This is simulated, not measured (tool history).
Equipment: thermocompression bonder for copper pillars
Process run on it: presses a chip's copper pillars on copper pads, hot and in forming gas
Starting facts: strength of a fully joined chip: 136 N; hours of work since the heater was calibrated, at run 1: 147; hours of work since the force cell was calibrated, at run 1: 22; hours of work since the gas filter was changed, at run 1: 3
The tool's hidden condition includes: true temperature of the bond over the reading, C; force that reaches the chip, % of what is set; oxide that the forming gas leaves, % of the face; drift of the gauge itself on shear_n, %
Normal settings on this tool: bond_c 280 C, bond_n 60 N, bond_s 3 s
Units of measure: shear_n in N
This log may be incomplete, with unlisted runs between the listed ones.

| run | hour | bond_c | bond_n | bond_s | hours of work since the heater was calibrated | hours of work since the force cell was calibrated | hours of work since the gas filter was changed | shear_n |
|---|---|---|---|---|---|---|---|---|
| 1 | 0 | 280 | 60 | 3 | 147 | 22 | 3 | 75.8 |
| 2 | 14.4 | 280 | 60 | 3 | 153 | 28 | 9 | 75.3 |
| 3 | 29 | 261 | 60 | 3 | 160 | 35 | 16 | 56.8 |
| 4 | 36.4 | 261 | 60 | 3 | 163 | 38 | 19 | 56.8 |
| 5 | 47.5 | 261 | 49 | 3 | 168 | 43 | 24 | 48.8 |
| 6 | 59.5 | 261 | 49 | 3 | 173 | 49 | 29 | 48.7 |
| 7 | 74.2 | 280 | 60 | 4 | 180 | 55 | 36 | 82.7 |
| 8 | 87.1 | 280 | 60 | 3 | 186 | 61 | 42 | 75.9 |
| 9 | 97 | 280 | 60 | 3 | 190 | 65 | 46 | 75.8 |
| 10 | 105.1 | 280 | 60 | 3 | 194 | 69 | 50 | 76.1 |
| 11 | 118 | 280 | 60 | 3 | 200 | 75 | 55 | 75.5 |
| 12 | 125 | 280 | 60 | 3 | 203 | 78 | 58 | 75.7 |
| 13 | 138.1 | 280 | 60 | 3 | 208 | 84 | 64 | 75.7 |
| 14 | 152.5 | 280 | 47 | 3 | 215 | 90 | 71 | 64.2 |
| 15 | 164.4 | 280 | 47 | 3 | 220 | 95 | 76 | 64.6 |
| 16 | 177.1 | 306 | 60 | 5 | 226 | 101 | 82 | 112.3 |
| 17 | 187.8 | 268 | 60 | 4 | 231 | 106 | 87 | 70.5 |
| 18 | 202.3 | 296 | 84 | 3 | 237 | 112 | 93 | 107.1 |
| 19 | 215.2 | 280 | 77 | 3 | 243 | 118 | 99 | 86.5 |
| 20 | 227.7 | 252 | 59 | 5 | 249 | 124 | 104 | 58.8 |
| 21 | 240 | 252 | 59 | 5 | 254 | 129 | 110 | 58.3 |
| 22 | 248.7 | 280 | 52 | 5 | 258 | 133 | 114 | 81.2 |
| 23 | 258.4 | 280 | 60 | 7 | 262 | 137 | 118 | 96.1 |
| 24 | 265.2 | 305 | 60 | 2 | 265 | 140 | 121 | 90 |
|  | 275.9 | forming gas filter changed |
| 25 | 279.7 | 264 | 59 | 2 | 272 | 147 | 2 | 50.6 |

5 ways to go on from here, each from the tool as it stands after run 25. What would each give?
| A | 286.6 | 270 | 47 | 4 | 275 | 150 | 5 | ? |
| B | 286.6 | 280 | 45 | 3 | 275 | 150 | 5 | ? |
| C | 286.6 | 294 | 89 | 3 | 275 | 150 | 5 | ? |
| D | 286.6 | 304 | 46 | 6 | 275 | 150 | 5 | ? |
| E | 286.6 | 264 | 37 | 4 | 275 | 150 | 5 | ? |

| run | shear_n |
|---|---|
| A | 61.4 |
| B | 62.9 |
| C | 106.9 |
| D | 103.7 |
| E | 46.5 |
The same runs, with their run-to-run variation unchanged, on a tool lacking any hidden condition would have given:
| run | shear_n |
|---|---|
| A | 61.5 |
| B | 62.9 |
| C | 106.9 |
| D | 103.8 |
| E | 46.6 |
